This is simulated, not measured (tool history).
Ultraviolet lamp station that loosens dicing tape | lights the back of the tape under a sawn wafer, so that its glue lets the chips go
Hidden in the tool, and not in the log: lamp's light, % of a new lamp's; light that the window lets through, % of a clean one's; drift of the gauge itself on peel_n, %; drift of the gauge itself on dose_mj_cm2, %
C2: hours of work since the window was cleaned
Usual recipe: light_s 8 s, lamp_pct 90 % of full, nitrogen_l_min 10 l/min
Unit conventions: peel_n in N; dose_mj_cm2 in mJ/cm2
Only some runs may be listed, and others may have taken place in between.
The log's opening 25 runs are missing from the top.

Run 26, day 7.812: usual settings but light_s 6 s, lamp_pct 98 % of full, nitrogen_l_min 9 l/min; hours of work of the lamp 150; C2 438. Result: peel_n 0.657 N, dose_mj_cm2 426 mJ/cm2.
Run 27, day 8.175: usual settings but light_s 6 s, lamp_pct 98 % of full, nitrogen_l_min 9 l/min; hours of work of the lamp 155; C2 443. Result: peel_n 0.639 N, dose_mj_cm2 422 mJ/cm2.
Run 28, day 8.396: usual settings but light_s 6 s, lamp_pct 98 % of full, nitrogen_l_min 9 l/min; hours of work of the lamp 158; C2 446. Result: peel_n 0.646 N, dose_mj_cm2 417 mJ/cm2.
Run 29, day 8.821: usual settings but lamp_pct 70 % of full, nitrogen_l_min 9 l/min; hours of work of the lamp 164; C2 451. Result: peel_n 0.737 N, dose_mj_cm2 401 mJ/cm2.
Run 30, day 9.217: usual settings but lamp_pct 70 % of full, nitrogen_l_min 9 l/min; hours of work of the lamp 169; C2 457. Result: peel_n 0.768 N, dose_mj_cm2 397 mJ/cm2.
At day 9.533: window cleaned of glue's vapour.
Run 31, day 9.671: usual settings but light_s 4 s, lamp_pct 68 % of full, nitrogen_l_min 4 l/min; hours of work of the lamp 175; C2 2. Result: peel_n 2.973 N, dose_mj_cm2 215 mJ/cm2.
Run 32, day 9.917: usual settings but light_s 4 s, lamp_pct 68 % of full, nitrogen_l_min 4 l/min; hours of work of the lamp 178; C2 5. Result: peel_n 3.294 N, dose_mj_cm2 218 mJ/cm2.
Run 33, day 10.117: usual settings but light_s 4 s, lamp_pct 68 % of full, nitrogen_l_min 4 l/min; hours of work of the lamp 181; C2 8. Result: peel_n 3.217 N, dose_mj_cm2 217 mJ/cm2.
Run 34, day 10.446: usual settings but nitrogen_l_min 3 l/min; hours of work of the lamp 185; C2 12. Result: peel_n 0.764 N, dose_mj_cm2 567 mJ/cm2.
Run 35, day 10.825: usual settings but light_s 7 s, lamp_pct 93 % of full, nitrogen_l_min 5 l/min; hours of work of the lamp 190; C2 17. Result: peel_n 0.677 N, dose_mj_cm2 516 mJ/cm2.
Run 36, day 11.096: usual settings but nitrogen_l_min 14 l/min; hours of work of the lamp 194; C2 21. Result: peel_n 0.319 N, dose_mj_cm2 568 mJ/cm2.
Run 37, day 11.442: usual settings but nitrogen_l_min 14 l/min; hours of work of the lamp 198; C2 25. Result: peel_n 0.31 N, dose_mj_cm2 565 mJ/cm2.

Run 38 comes next. What will it give?
Run 38, day 11.667: usual settings but light_s 5 s, nitrogen_l_min 6 l/min; hours of work of the lamp 201; C2 28. Result: peel_n ?, dose_mj_cm2 ?.

{"run 38": {"peel_n": 1.225, "dose_mj_cm2": 352}}
Had the tool carried no hidden state, the very same run would have given peel_n 1.085 N, dose_mj_cm2 375 mJ/cm2.
